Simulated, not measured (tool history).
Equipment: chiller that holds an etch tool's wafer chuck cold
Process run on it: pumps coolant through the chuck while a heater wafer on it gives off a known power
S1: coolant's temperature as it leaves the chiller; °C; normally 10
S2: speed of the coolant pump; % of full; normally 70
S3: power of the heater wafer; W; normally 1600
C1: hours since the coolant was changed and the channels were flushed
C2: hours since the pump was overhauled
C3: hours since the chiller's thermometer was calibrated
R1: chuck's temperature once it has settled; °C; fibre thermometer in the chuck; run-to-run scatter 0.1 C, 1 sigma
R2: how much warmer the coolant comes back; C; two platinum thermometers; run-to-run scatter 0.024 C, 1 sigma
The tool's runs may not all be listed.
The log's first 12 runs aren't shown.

run 13 hour=747.3 | S1=10 S2=70 S3=925 | C1=2196 C2=2538 C3=2310 | R1=19.2 R2=3.23
run 14 hour=813.6 | S1=10 S2=70 S3=925 | C1=2263 C2=2604 C3=2376 | R1=19.1 R2=3.26
run 15 hour=885.7 | S1=10 S2=98 S3=1600 | C1=2335 C2=2676 C3=2448 | R1=23.1 R2=3.86
run 16 hour=925.7 | S1=10 S2=98 S3=1600 | C1=2375 C2=2716 C3=2488 | R1=23.1 R2=3.86
run 17 hour=963.8 | S1=10 S2=62 S3=1384 | C1=2413 C2=2754 C3=2527 | R1=24.8 R2=5.52
run 18 hour=1047.1 | S1=10 S2=83 S3=994 | C1=2496 C2=2837 C3=2610 | R1=19.0 R2=2.90
run 19 hour=1128.9 | S1=8 S2=75 S3=1335 | C1=2578 C2=2919 C3=2692 | R1=20.9 R2=4.29
-- hour=1157.1 chiller's thermometer calibrated
run 20 hour=1176.1 | S1=9 S2=76 S3=1376 | C1=2624 C2=2965 C3=19 | R1=22.2 R2=4.41
run 21 hour=1217.6 | S1=5 S2=76 S3=1376 | C1=2666 C2=3007 C3=60 | R1=18.0 R2=4.39
run 22 hour=1264.0 | S1=10 S2=70 S3=1524 | C1=2712 C2=3053 C3=107 | R1=25.0 R2=5.35
run 23 hour=1311.6 | S1=3 S2=97 S3=1691 | C1=2760 C2=3101 C3=154 | R1=17.0 R2=4.10
run 24 hour=1377.7 | S1=17 S2=62 S3=1762 | C1=2826 C2=3167 C3=221 | R1=36.0 R2=7.04
run 25 hour=1414.0 | S1=7 S2=62 S3=1894 | C1=2862 C2=3203 C3=257 | R1=27.4 R2=7.60
run 26 hour=1490.7 | S1=7 S2=62 S3=1894 | C1=2939 C2=3280 C3=334 | R1=27.6 R2=7.60
run 27 hour=1574.4 | S1=7 S2=93 S3=1024 | C1=3022 C2=3364 C3=417 | R1=15.7 R2=2.67
run 28 hour=1610.0 | S1=3 S2=89 S3=1683 | C1=3058 C2=3399 C3=453 | R1=17.5 R2=4.55
run 29 hour=1650.4 | S1=3 S2=89 S3=1683 | C1=3098 C2=3440 C3=493 | R1=17.6 R2=4.58
run 30 hour=1726.6 | S1=3 S2=89 S3=1683 | C1=3175 C2=3516 C3=569 | R1=17.8 R2=4.56
run 31 hour=1801.4 | S1=16 S2=65 S3=1416 | C1=3249 C2=3591 C3=644 | R1=31.1 R2=5.42

Here are 4 independent what-if runs from the current tool condition. What would each one return?
run A hour=1869.5 | S1=10 S2=80 S3=1600 | C1=3318 C2=3659 C3=712 | R1=? R2=?
run B hour=1869.5 | S1=18 S2=93 S3=1655 | C1=3318 C2=3659 C3=712 | R1=? R2=?
run C hour=1869.5 | S1=14 S2=91 S3=1416 | C1=3318 C2=3659 C3=712 | R1=? R2=?
run D hour=1869.5 | S1=17 S2=80 S3=824 | C1=3318 C2=3659 C3=712 | R1=? R2=?

run=A R1=24.9 R2=4.88
run=B R1=32.2 R2=4.29
run=C R1=26.3 R2=3.72
run=D R1=24.8 R2=2.49
Without the tool's unlogged condition, the same runs would have read:
run=A R1=23.7 R2=4.76
run=B R1=31.0 R2=4.18
run=C R1=25.2 R2=3.62
run=D R1=24.1 R2=2.42
